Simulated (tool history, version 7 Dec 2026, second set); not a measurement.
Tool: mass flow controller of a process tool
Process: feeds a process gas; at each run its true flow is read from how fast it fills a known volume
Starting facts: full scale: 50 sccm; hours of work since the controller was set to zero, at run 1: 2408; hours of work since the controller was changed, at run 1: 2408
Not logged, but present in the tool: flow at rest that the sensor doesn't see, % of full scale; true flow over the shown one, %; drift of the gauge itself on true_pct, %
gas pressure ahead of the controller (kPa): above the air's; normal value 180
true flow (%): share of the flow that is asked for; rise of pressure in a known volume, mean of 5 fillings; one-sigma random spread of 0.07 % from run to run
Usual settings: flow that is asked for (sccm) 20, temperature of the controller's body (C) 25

run	day	flow that is asked for (sccm)	gas pressure ahead of the controller (kPa)	temperature of the controller's body (C)	hours of work since the controller was set to zero	hours of work since the controller was changed	true flow (%)
1	0.000	20	180	25	2408	2408	97.27
2	4.804	20	180	25	2471	2471	97.34
3	8.188	20	180	25	2515	2515	97.38
4	12.567	20	180	25	2572	2572	97.39
5	16.329	20	180	25	2621	2621	97.26
6	20.488	20	180	25	2676	2676	97.39
7	25.117	20	180	25	2736	2736	97.20
8	27.883	20	180	28	2773	2773	97.40
9	30.292	20	180	25	2804	2804	97.25
10	33.204	20	180	25	2842	2842	97.26
11	35.946	20	180	25	2878	2878	97.24
12	39.788	20	180	25	2928	2928	97.26
13	42.783	20	180	25	2968	2968	96.98
14	45.508	20	180	25	3003	3003	97.13
15	48.325	20	180	25	3040	3040	97.00
16	50.325	20	180	25	3066	3066	97.03
17	52.808	20	180	25	3099	3099	97.20
18	57.425	20	180	25	3159	3159	97.11
19	61.408	20	180	25	3211	3211	96.86
20	63.838	20	180	25	3243	3243	97.00
21	66.554	20	180	29	3279	3279	97.19
22	69.775	20	180	29	3321	3321	97.10
23	74.483	20	180	29	3382	3382	97.20
24	78.088	20	180	29	3430	3430	97.21
25	80.358	30	180	30	3459	3459	97.55
26	82.358	30	180	30	3485	3485	97.54
27	87.104	30	165	40	3548	3548	98.10
28	89.850	30	165	40	3583	3583	98.06
29	94.092	11	153	25	3639	3639	97.01
30	98.867	11	153	25	3702	3702	97.09
31	102.529	11	153	25	3749	3749	97.14
32	106.646	11	153	25	3803	3803	97.15
33	110.162	23	159	33	3849	3849	97.16
34	113.058	23	159	33	3887	3887	97.22
35	116.442	23	159	33	3931	3931	97.31
36	119.225	25	176	23	3968	3968	96.51
37	122.879	18	180	33	4016	4016	97.20
38	125.100	27	180	25	4045	4045	96.75
39	127.875	15	254	31	4081	4081	97.73
40	130.312	29	176	31	4113	4113	97.39
41	132.742	29	176	31	4145	4145	97.25
42	135.829	10	229	39	4185	4185	98.58
43	140.400	7	218	25	4245	4245	98.46
44	143.271	41	180	26	4283	4283	97.20
45	146.488	20	231	23	4325	4325	96.79
46	150.167	20	151	25	4373	4373	96.45
47	153.862	20	151	25	4421	4421	96.35
48	156.812	7	215	24	4460	4460	98.27

What would each run have given without the hidden state, its run-to-run variation left as it was?
run	true flow (%)
1	98.10
2	98.20
3	98.26
4	98.29
5	98.17
6	98.32
7	98.16
8	98.37
9	98.24
10	98.27
11	98.26
12	98.30
13	98.03
14	98.20
15	98.08
16	98.13
17	98.32
18	98.25
19	98.02
20	98.17
21	98.37
22	98.30
23	98.43
24	98.46
25	99.15
26	99.15
27	99.74
28	99.72
29	97.47
30	97.56
31	97.62
32	97.64
33	98.72
34	98.80
35	98.91
36	98.20
37	98.55
38	98.54
39	98.83
40	99.27
41	99.15
42	98.91
43	97.74
44	99.41
45	98.39
46	98.07
47	97.99
48	97.54

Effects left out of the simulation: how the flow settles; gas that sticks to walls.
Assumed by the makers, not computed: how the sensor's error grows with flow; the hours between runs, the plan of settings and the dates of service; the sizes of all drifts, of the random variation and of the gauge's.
